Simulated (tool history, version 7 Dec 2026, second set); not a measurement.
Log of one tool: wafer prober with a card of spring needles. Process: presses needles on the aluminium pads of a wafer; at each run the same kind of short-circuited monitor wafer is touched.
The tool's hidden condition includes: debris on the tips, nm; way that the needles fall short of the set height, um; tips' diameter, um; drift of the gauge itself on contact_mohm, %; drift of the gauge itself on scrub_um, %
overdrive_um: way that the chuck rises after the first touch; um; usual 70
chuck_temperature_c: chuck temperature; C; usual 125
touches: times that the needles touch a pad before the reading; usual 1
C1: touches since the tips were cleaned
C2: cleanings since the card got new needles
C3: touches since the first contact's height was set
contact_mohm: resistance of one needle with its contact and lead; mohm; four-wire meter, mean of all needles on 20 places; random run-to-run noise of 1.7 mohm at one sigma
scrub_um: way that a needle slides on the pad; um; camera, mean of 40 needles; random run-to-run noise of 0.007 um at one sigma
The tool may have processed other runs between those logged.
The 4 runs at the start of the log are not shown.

At hour 88.4: tips cleaned on abrasive film.
At hour 102.9: tips cleaned on abrasive film.
At hour 103.2: height of the first contact set anew.
Run 5, hour 105.5: usual settings but overdrive_um 66 um; C1 613; C2 73; C3 613. Result: contact_mohm 203 mohm, scrub_um 9.802 um.
At hour 116.4: tips cleaned on abrasive film.
Run 6, hour 123.7: usual settings but overdrive_um 66 um; C1 1895; C2 74; C3 5340. Result: contact_mohm 220 mohm, scrub_um 9.802 um.
At hour 129.7: tips cleaned on abrasive film.
Run 7, hour 138.9: usual settings; C1 2425; C2 75; C3 9308. Result: contact_mohm 216 mohm, scrub_um 10.394 um.
At hour 143.8: tips cleaned on abrasive film.
Run 8, hour 153.2: usual settings; C1 2466; C2 76; C3 13019. Result: contact_mohm 215 mohm, scrub_um 10.379 um.
At hour 158.3: tips cleaned on abrasive film.
At hour 172: tips cleaned on abrasive film.
Run 9, hour 174.7: usual settings; C1 691; C2 78; C3 18587. Result: contact_mohm 194 mohm, scrub_um 10.366 um.
At hour 185.9: tips cleaned on abrasive film.
At hour 200.1: tips cleaned on abrasive film.
Run 10, hour 201.1: usual settings; C1 257; C2 80; C3 25458. Result: contact_mohm 191 mohm, scrub_um 10.346 um.
At hour 215.4: tips cleaned on abrasive film.
Run 11, hour 222.1: usual settings; C1 1752; C2 81; C3 30925. Result: contact_mohm 216 mohm, scrub_um 10.35 um.
At hour 228.7: tips cleaned on abrasive film.
At hour 243.4: tips cleaned on abrasive film.
Run 12, hour 247: usual settings; C1 954; C2 83; C3 37402. Result: contact_mohm 203 mohm, scrub_um 10.337 um.
At hour 251.2: height of the first contact set anew, once more.
At hour 257.6: tips cleaned on abrasive film.
At hour 271.4: tips cleaned on abrasive film.
Run 13, hour 276.9: usual settings; C1 1438; C2 85; C3 6669. Result: contact_mohm 208 mohm, scrub_um 10.523 um.
At hour 285.5: tips cleaned on abrasive film.
Run 14, hour 289.6: usual settings but chuck_temperature_c 88 C; C1 1066; C2 86; C3 9958. Result: contact_mohm 197 mohm, scrub_um 10.528 um.
At hour 299.3: tips cleaned on abrasive film.
Run 15, hour 311.1: usual settings but chuck_temperature_c 88 C; C1 3113; C2 87; C3 15583. Result: contact_mohm 216 mohm, scrub_um 10.535 um.
At hour 313.4: tips cleaned on abrasive film.
At hour 327.6: tips cleaned on abrasive film.
Run 16, hour 331.3: usual settings but chuck_temperature_c 88 C; C1 976; C2 89; C3 20808. Result: contact_mohm 195 mohm, scrub_um 10.503 um.
At hour 341.1: tips cleaned on abrasive film.
Run 17, hour 347.5: usual settings but overdrive_um 51 um, chuck_temperature_c 32 C, touches 2; C1 1680; C2 90; C3 25029. Result: contact_mohm 206 mohm, scrub_um 7.644 um.

Run 18 has not been measured yet. What should we expect?
At hour 354.5: tips cleaned on abrasive film.
At hour 368.6: tips cleaned on abrasive film.
Run 18, hour 372.4: usual settings but overdrive_um 61 um, chuck_temperature_c 90 C, touches 2; C1 982; C2 92; C3 31487. Result: contact_mohm ?, scrub_um ?.

contact_mohm: 194 mohm
scrub_um: 9.134 um
Had the tool carried no hidden state, the very same run would have given contact_mohm 172 mohm, scrub_um 9.191 um.
